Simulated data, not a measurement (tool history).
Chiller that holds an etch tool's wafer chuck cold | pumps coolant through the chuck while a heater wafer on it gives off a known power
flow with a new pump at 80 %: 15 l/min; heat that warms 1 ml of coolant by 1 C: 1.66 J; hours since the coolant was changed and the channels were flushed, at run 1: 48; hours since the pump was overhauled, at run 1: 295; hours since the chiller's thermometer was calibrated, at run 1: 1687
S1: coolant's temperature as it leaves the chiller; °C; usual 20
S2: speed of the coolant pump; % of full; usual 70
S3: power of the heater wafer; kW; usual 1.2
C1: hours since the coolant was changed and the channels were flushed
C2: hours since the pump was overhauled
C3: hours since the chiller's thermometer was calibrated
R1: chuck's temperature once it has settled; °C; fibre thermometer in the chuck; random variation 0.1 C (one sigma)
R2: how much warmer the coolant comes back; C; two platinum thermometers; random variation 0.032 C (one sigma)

run 1 day=0 | S1=20 S2=70 S3=1.2 | C1=48 C2=295 C3=1687 | R1=30.2 R2=3.33
run 2 day=1.567 | S1=20 S2=70 S3=1.2 | C1=86 C2=333 C3=1724 | R1=30 R2=3.33
run 3 day=2.592 | S1=20 S2=70 S3=1.2 | C1=111 C2=358 C3=1749 | R1=30 R2=3.36
run 4 day=4.383 | S1=20 S2=70 S3=1.2 | C1=153 C2=401 C3=1792 | R1=30.1 R2=3.27
run 5 day=5.442 | S1=20 S2=70 S3=1.2 | C1=179 C2=426 C3=1817 | R1=30 R2=3.32
run 6 day=6.854 | S1=20 S2=70 S3=1.2 | C1=213 C2=460 C3=1851 | R1=30.2 R2=3.4
run 7 day=8.012 | S1=20 S2=64 S3=1.2 | C1=241 C2=488 C3=1879 | R1=30.9 R2=3.65
run 8 day=8.892 | S1=20 S2=70 S3=0.91 | C1=262 C2=509 C3=1900 | R1=27.5 R2=2.58
run 9 day=10.071 | S1=20 S2=70 S3=1.569 | C1=290 C2=537 C3=1929 | R1=33.1 R2=4.37
run 10 day=11.312 | S1=20 S2=70 S3=1.569 | C1=320 C2=567 C3=1958 | R1=33.1 R2=4.39
run 11 day=12.104 | S1=20 S2=70 S3=1.569 | C1=339 C2=586 C3=1977 | R1=33.3 R2=4.4
run 12 day=13.412 | S1=20 S2=70 S3=1.2 | C1=370 C2=617 C3=2009 | R1=30.1 R2=3.4
run 13 day=15.196 | S1=20 S2=70 S3=1.2 | C1=413 C2=660 C3=2052 | R1=30.1 R2=3.4
run 14 day=16.979 | S1=20 S2=78 S3=1.2 | C1=456 C2=703 C3=2094 | R1=29.1 R2=3.06
run 15 day=18.125 | S1=20 S2=78 S3=1.2 | C1=483 C2=731 C3=2122 | R1=29.3 R2=3.14

The next listed run, before its measurement:
run 16 day=19.429 | S1=20 S2=78 S3=1.2 | C1=515 C2=762 C3=2153 | R1=? R2=?

Run 16 gave R1 29.4 °C, R2 3.04 C.
Without the tool's hidden state the same run would have given R1 29.4 °C, R2 2.94 C.

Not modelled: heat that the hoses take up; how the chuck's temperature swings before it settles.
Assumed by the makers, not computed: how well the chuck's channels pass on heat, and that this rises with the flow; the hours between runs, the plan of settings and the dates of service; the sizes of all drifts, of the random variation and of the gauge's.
